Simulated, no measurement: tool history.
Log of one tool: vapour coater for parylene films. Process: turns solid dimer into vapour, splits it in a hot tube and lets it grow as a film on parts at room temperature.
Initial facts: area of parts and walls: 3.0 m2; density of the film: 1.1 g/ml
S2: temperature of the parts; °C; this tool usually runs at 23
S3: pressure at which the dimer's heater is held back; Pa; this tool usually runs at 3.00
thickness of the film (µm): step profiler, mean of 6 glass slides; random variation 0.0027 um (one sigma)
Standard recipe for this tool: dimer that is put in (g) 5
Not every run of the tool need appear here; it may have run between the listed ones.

Run 1, hour 0.0: usual settings. Result: thickness of the film (µm) 1.100.
Run 2, hour 62.6: usual settings. Result: thickness of the film (µm) 1.101.
Run 3, hour 94.8: usual settings. Result: thickness of the film (µm) 1.100.
Run 4, hour 136.8: usual settings. Result: thickness of the film (µm) 1.098.
At hour 143.7: table's thermometer calibrated.
Run 5, hour 175.3: usual settings. Result: thickness of the film (µm) 1.102.
At hour 186.0: trap's valve overhauled.
Run 6, hour 234.7: usual settings. Result: thickness of the film (µm) 1.104.
Run 7, hour 296.5: usual settings but dimer that is put in (g) 2, S2 17 °C, S3 3.96 Pa. Result: thickness of the film (µm) 0.550.
Run 8, hour 340.5: usual settings but dimer that is put in (g) 8, S2 18 °C, S3 8.09 Pa. Result: thickness of the film (µm) 1.995.
Run 9, hour 373.1: usual settings but dimer that is put in (g) 8, S2 18 °C, S3 8.09 Pa. Result: thickness of the film (µm) 1.997.
Run 10, hour 415.2: usual settings but S2 27 °C, S3 3.14 Pa. Result: thickness of the film (µm) 0.931.

Predict each of these 3 candidate next runs independently; none follows another, all start after run 10:
Run A, hour 466.0: usual settings but S3 3.64 Pa. Result: thickness of the film (µm) ?.
Run B, hour 466.0: usual settings but dimer that is put in (g) 4, S2 25 °C, S3 4.29 Pa. Result: thickness of the film (µm) ?.
Run C, hour 466.0: usual settings but S2 16 °C. Result: thickness of the film (µm) ?.

run  thickness of the film (µm)
  A                       1.086
  B                       0.790
  C                       1.466
With the hidden condition removed and each run's random variation left untouched, the same runs would have given:
run  thickness of the film (µm)
  A                       1.081
  B                       0.787
  C                       1.460
